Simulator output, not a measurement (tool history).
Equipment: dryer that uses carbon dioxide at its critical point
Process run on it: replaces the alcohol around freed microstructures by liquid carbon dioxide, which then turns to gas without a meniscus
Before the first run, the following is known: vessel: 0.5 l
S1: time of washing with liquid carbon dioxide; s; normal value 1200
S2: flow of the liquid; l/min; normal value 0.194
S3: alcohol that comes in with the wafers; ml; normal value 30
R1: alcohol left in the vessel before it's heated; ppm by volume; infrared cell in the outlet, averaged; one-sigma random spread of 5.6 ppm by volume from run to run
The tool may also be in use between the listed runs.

run	day	S1	S2	S3	R1
1	0.000	1200	0.194	30	250
2	0.762	1200	0.194	30	244
3	2.208	1200	0.194	30	268
4	3.262	1200	0.194	94	756
5	4.212	1200	0.194	94	796
6	5.321	1200	0.194	94	816
7	6.662	1200	0.194	94	845
8	7.371	1200	0.194	94	822
9	8.579	840	0.157	115	10853
10	9.862	840	0.157	115	11204
11	10.908	840	0.157	115	11152
12	11.638	840	0.157	115	11795
13	12.362	840	0.254	30	479
14	13.654	840	0.254	30	316
15	14.938	1860	0.221	67	87

Missing from the log above: 1 entry noted between runs. For each, name the pair of listed runs it sits between and say how the tool's hidden condition differs from the listed run just before to the listed run just after:
From run 13 to run 14: inlet filter changed (day 12.654)
  flow that reaches the vessel past the clogged filter, %: 89.8 -> 99.4; alcohol in the recycled carbon dioxide, ppm: 74.3 -> 78.2
  difference, measured minus the result without the unlogged condition, R1: +248 -> +82 ppm by volume
